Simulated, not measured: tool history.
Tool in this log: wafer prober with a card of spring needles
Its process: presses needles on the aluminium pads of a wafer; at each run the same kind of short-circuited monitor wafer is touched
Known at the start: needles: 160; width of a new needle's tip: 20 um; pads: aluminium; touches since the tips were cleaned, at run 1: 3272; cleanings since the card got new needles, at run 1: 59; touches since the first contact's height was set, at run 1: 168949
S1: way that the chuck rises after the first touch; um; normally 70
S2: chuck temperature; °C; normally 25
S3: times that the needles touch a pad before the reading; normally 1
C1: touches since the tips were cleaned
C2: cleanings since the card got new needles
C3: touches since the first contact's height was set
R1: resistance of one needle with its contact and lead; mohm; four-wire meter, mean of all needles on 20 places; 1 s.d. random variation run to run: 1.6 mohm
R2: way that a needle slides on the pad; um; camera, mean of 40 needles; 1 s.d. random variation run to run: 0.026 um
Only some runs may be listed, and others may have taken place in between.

{"run": 1, "day": 0.0, "S1": 70, "S2": 25, "S3": 1, "C1": 3272, "C2": 59, "C3": 168949, "R1": 392, "R2": 14.72}
{"day": 0.375, "done": "tips cleaned on abrasive film"}
{"day": 1.196, "done": "tips cleaned on abrasive film"}
{"day": 2.079, "done": "tips cleaned on abrasive film"}
{"run": 2, "day": 2.654, "S1": 71, "S2": 25, "S3": 1, "C1": 4111, "C2": 62, "C3": 187845, "R1": 407, "R2": 14.87}
{"day": 2.846, "done": "tips cleaned on abrasive film"}
{"day": 3.654, "done": "tips cleaned on abrasive film"}
{"day": 4.45, "done": "tips cleaned on abrasive film"}
{"day": 4.838, "done": "height of the first contact set anew"}
{"day": 5.383, "done": "tips cleaned on abrasive film"}
{"run": 3, "day": 5.412, "S1": 71, "S2": 25, "S3": 1, "C1": 199, "C2": 66, "C3": 4098, "R1": 195, "R2": 15.37}
{"day": 6.221, "done": "tips cleaned on abrasive film"}
{"day": 7.075, "done": "tips cleaned on abrasive film"}
{"run": 4, "day": 7.212, "S1": 70, "S2": 66, "S3": 1, "C1": 989, "C2": 68, "C3": 16903, "R1": 257, "R2": 15.1}
{"day": 7.875, "done": "tips cleaned on abrasive film"}
{"day": 8.625, "done": "tips cleaned on abrasive film"}
{"run": 5, "day": 9.208, "S1": 70, "S2": 25, "S3": 1, "C1": 4172, "C2": 70, "C3": 31126, "R1": 415, "R2": 15.13}
{"day": 9.4, "done": "tips cleaned on abrasive film"}
{"day": 10.221, "done": "tips cleaned on abrasive film"}
{"day": 11.108, "done": "tips cleaned on abrasive film"}
{"run": 6, "day": 11.65, "S1": 70, "S2": 25, "S3": 1, "C1": 3886, "C2": 73, "C3": 48507, "R1": 409, "R2": 15.06}
{"day": 12.029, "done": "tips cleaned on abrasive film"}
{"day": 12.779, "done": "tips cleaned on abrasive film"}
{"day": 13.583, "done": "tips cleaned on abrasive film"}
{"run": 7, "day": 13.938, "S1": 70, "S2": 25, "S3": 1, "C1": 2544, "C2": 76, "C3": 64784, "R1": 365, "R2": 14.99}
{"day": 14.5, "done": "tips cleaned on abrasive film"}
{"day": 15.396, "done": "tips cleaned on abrasive film"}
{"run": 8, "day": 16.05, "S1": 70, "S2": 25, "S3": 1, "C1": 4660, "C2": 78, "C3": 79811, "R1": 418, "R2": 14.97}
{"day": 16.242, "done": "tips cleaned on abrasive film"}
{"day": 17.175, "done": "tips cleaned on abrasive film"}
{"day": 18.008, "done": "tips cleaned on abrasive film"}
{"run": 9, "day": 18.471, "S1": 70, "S2": 25, "S3": 1, "C1": 3293, "C2": 81, "C3": 97037, "R1": 402, "R2": 14.87}
{"day": 18.808, "done": "tips cleaned on abrasive film"}
{"day": 19.696, "done": "tips cleaned on abrasive film"}
{"day": 20.546, "done": "tips cleaned on abrasive film"}
{"run": 10, "day": 20.879, "S1": 70, "S2": 25, "S3": 2, "C1": 2402, "C2": 84, "C3": 114193, "R1": 272, "R2": 14.79}
{"day": 21.325, "done": "tips cleaned on abrasive film"}
{"day": 22.179, "done": "tips cleaned on abrasive film"}
{"run": 11, "day": 22.888, "S1": 70, "S2": 25, "S3": 1, "C1": 5067, "C2": 86, "C3": 128483, "R1": 450, "R2": 14.82}
{"day": 23.075, "done": "tips cleaned on abrasive film"}
{"day": 23.875, "done": "tips cleaned on abrasive film"}
{"day": 24.742, "done": "tips cleaned on abrasive film"}
{"run": 12, "day": 24.871, "S1": 70, "S2": 25, "S3": 1, "C1": 921, "C2": 89, "C3": 142584, "R1": 287, "R2": 14.81}
{"day": 25.575, "done": "tips cleaned on abrasive film"}
{"day": 26.367, "done": "tips cleaned on abrasive film"}
{"run": 13, "day": 26.558, "S1": 70, "S2": 25, "S3": 1, "C1": 1391, "C2": 91, "C3": 154603, "R1": 304, "R2": 14.67}
{"day": 27.204, "done": "tips cleaned on abrasive film"}
{"run": 14, "day": 27.854, "S1": 70, "S2": 25, "S3": 1, "C1": 4639, "C2": 92, "C3": 163833, "R1": 456, "R2": 14.73}
{"day": 28.012, "done": "tips cleaned on abrasive film"}
{"day": 28.879, "done": "tips cleaned on abrasive film"}
{"day": 29.742, "done": "tips cleaned on abrasive film"}
{"day": 30.504, "done": "tips cleaned on abrasive film"}
{"run": 15, "day": 30.512, "S1": 53, "S2": 96, "S3": 2, "C1": 58, "C2": 96, "C3": 182711, "R1": 197, "R2": 10.97}
{"day": 31.375, "done": "tips cleaned on abrasive film"}
{"day": 32.192, "done": "tips cleaned on abrasive film"}
{"run": 16, "day": 32.483, "S1": 63, "S2": 69, "S3": 2, "C1": 2092, "C2": 98, "C3": 196756, "R1": 305, "R2": 13.08}
{"day": 32.975, "done": "tips cleaned on abrasive film"}
{"day": 33.462, "done": "height of the first contact set anew"}
{"day": 33.812, "done": "tips cleaned on abrasive film"}
{"day": 34.717, "done": "tips cleaned on abrasive film"}
{"run": 17, "day": 34.742, "S1": 70, "S2": 32, "S3": 1, "C1": 176, "C2": 101, "C3": 9095, "R1": 207, "R2": 15.11}
{"day": 35.496, "done": "tips cleaned on abrasive film"}
{"day": 36.383, "done": "tips cleaned on abrasive film"}
{"run": 18, "day": 36.754, "S1": 70, "S2": 32, "S3": 1, "C1": 2641, "C2": 103, "C3": 23419, "R1": 357, "R2": 15.01}
{"day": 37.192, "done": "tips cleaned on abrasive film"}
{"day": 38.004, "done": "tips cleaned on abrasive film"}
{"run": 19, "day": 38.004, "S1": 70, "S2": 104, "S3": 2, "C1": 0, "C2": 105, "C3": 32309, "R1": 189, "R2": 15.05}
{"day": 38.8, "done": "tips cleaned on abrasive film"}
{"day": 39.558, "done": "tips cleaned on abrasive film"}
{"run": 20, "day": 40.092, "S1": 70, "S2": 104, "S3": 2, "C1": 3808, "C2": 107, "C3": 47169, "R1": 308, "R2": 15.0}
{"day": 40.425, "done": "tips cleaned on abrasive film"}
{"day": 41.229, "done": "tips cleaned on abrasive film"}
{"run": 21, "day": 41.229, "S1": 62, "S2": 25, "S3": 2, "C1": 0, "C2": 109, "C3": 55260, "R1": 180, "R2": 13.24}
{"day": 42.038, "done": "tips cleaned on abrasive film"}
{"day": 42.875, "done": "tips cleaned on abrasive film"}
{"run": 22, "day": 43.138, "S1": 62, "S2": 25, "S3": 1, "C1": 1874, "C2": 111, "C3": 68840, "R1": 382, "R2": 13.22}
{"day": 43.692, "done": "tips cleaned on abrasive film"}
{"day": 44.542, "done": "tips cleaned on abrasive film"}
{"run": 23, "day": 44.967, "S1": 89, "S2": 120, "S3": 1, "C1": 3040, "C2": 113, "C3": 81859, "R1": 314, "R2": 19.09}
{"day": 45.338, "done": "tips cleaned on abrasive film"}
{"day": 46.254, "done": "tips cleaned on abrasive film"}
{"day": 47.121, "done": "tips cleaned on abrasive film"}
{"run": 24, "day": 47.279, "S1": 89, "S2": 120, "S3": 1, "C1": 1140, "C2": 116, "C3": 98315, "R1": 256, "R2": 19.01}
{"day": 47.971, "done": "tips cleaned on abrasive film"}
{"day": 48.738, "done": "tips cleaned on abrasive film"}
{"run": 25, "day": 49.292, "S1": 75, "S2": 27, "S3": 2, "C1": 3957, "C2": 118, "C3": 112650, "R1": 299, "R2": 15.94}
{"day": 49.671, "done": "tips cleaned on abrasive film"}
{"day": 50.475, "done": "tips cleaned on abrasive film"}
{"run": 26, "day": 50.921, "S1": 75, "S2": 65, "S3": 2, "C1": 3192, "C2": 120, "C3": 124229, "R1": 293, "R2": 15.88}
{"day": 51.242, "done": "tips cleaned on abrasive film"}
{"day": 52.033, "done": "tips cleaned on abrasive film"}
{"day": 52.788, "done": "tips cleaned on abrasive film"}
{"run": 27, "day": 53.1, "S1": 59, "S2": 25, "S3": 1, "C1": 2255, "C2": 123, "C3": 139747, "R1": 492, "R2": 12.36}
{"day": 53.667, "done": "tips cleaned on abrasive film"}
{"day": 54.504, "done": "tips cleaned on abrasive film"}
{"day": 55.375, "done": "tips cleaned on abrasive film"}
{"run": 28, "day": 55.629, "S1": 59, "S2": 25, "S3": 1, "C1": 1811, "C2": 126, "C3": 157729, "R1": 397, "R2": 12.32}

Branching from run 28: 3 alternative next runs. What would each branch give?
{"day": 56.154, "done": "tips cleaned on abrasive film"}
{"day": 56.967, "done": "tips cleaned on abrasive film"}
{"run": "A", "day": 57.021, "S1": 78, "S2": 41, "S3": 1, "C1": 386, "C2": 128, "C3": 167629, "R1": "?", "R2": "?"}
{"day": 56.154, "done": "tips cleaned on abrasive film"}
{"day": 56.967, "done": "tips cleaned on abrasive film"}
{"run": "B", "day": 57.021, "S1": 54, "S2": 29, "S3": 2, "C1": 386, "C2": 128, "C3": 167629, "R1": "?", "R2": "?"}
{"day": 56.154, "done": "tips cleaned on abrasive film"}
{"day": 56.967, "done": "tips cleaned on abrasive film"}
{"run": "C", "day": 57.021, "S1": 88, "S2": 25, "S3": 1, "C1": 386, "C2": 128, "C3": 167629, "R1": "?", "R2": "?"}

run=A R1=221 R2=16.39
run=B R1=242 R2=11.21
run=C R1=205 R2=18.59
With no hidden state in the tool, these same runs would have given:
run=A R1=155 R2=16.87
run=B R1=158 R2=11.69
run=C R1=151 R2=19.07
